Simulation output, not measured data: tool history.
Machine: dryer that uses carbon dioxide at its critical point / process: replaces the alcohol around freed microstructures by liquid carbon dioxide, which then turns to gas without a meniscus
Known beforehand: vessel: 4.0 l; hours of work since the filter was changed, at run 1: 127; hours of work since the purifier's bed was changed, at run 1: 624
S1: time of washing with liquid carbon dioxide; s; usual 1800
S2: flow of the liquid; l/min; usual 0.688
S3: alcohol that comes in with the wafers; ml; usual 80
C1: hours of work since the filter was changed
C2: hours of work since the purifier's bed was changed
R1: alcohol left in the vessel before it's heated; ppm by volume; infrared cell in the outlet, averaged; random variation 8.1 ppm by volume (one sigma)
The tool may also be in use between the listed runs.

| run | day | S1 | S2 | S3 | C1 | C2 | R1 |
|---|---|---|---|---|---|---|---|
| 1 | 0 | 1800 | 0.688 | 80 | 127 | 624 | 631 |
| 2 | 1.008 | 1800 | 0.688 | 80 | 144 | 641 | 670 |
| 3 | 1.579 | 1800 | 0.688 | 80 | 153 | 651 | 673 |
| 4 | 2.042 | 1800 | 0.688 | 80 | 161 | 658 | 691 |
| 5 | 2.833 | 2040 | 0.688 | 80 | 174 | 671 | 474 |
| 6 | 3.488 | 1800 | 0.688 | 80 | 185 | 682 | 737 |
| 7 | 4.017 | 1800 | 0.688 | 80 | 194 | 691 | 756 |
| 8 | 4.617 | 1800 | 0.688 | 80 | 204 | 701 | 784 |
|  | 5.396 | inlet filter changed |
| 9 | 5.454 | 2100 | 0.688 | 57 | 1 | 714 | 219 |
| 10 | 6.462 | 2100 | 0.688 | 57 | 18 | 731 | 243 |
| 11 | 6.879 | 2340 | 0.525 | 41 | 25 | 738 | 319 |
| 12 | 7.8 | 2340 | 0.525 | 41 | 40 | 753 | 327 |
| 13 | 8.488 | 1080 | 0.429 | 22 | 52 | 765 | 1426 |
| 14 | 8.929 | 1080 | 0.429 | 22 | 59 | 772 | 1500 |

Each row is a separate what-if for the run after 14, all from the same tool condition, not one after another. Results?
| A | 9.908 | 2340 | 0.645 | 80 | 75 | 789 | ? |
| B | 9.908 | 1800 | 0.688 | 71 | 75 | 789 | ? |
| C | 9.908 | 1800 | 0.688 | 64 | 75 | 789 | ? |
| D | 9.908 | 2340 | 0.66 | 97 | 75 | 789 | ? |
| E | 9.908 | 1860 | 1.099 | 22 | 75 | 789 | ? |

| run | R1 |
|---|---|
| A | 302 |
| B | 513 |
| C | 470 |
| D | 318 |
| E | 93 |
The same runs, with their run-to-run variation unchanged, on a tool lacking any hidden condition would have given:
| run | R1 |
|---|---|
| A | 184 |
| B | 369 |
| C | 333 |
| D | 196 |
| E | 12 |
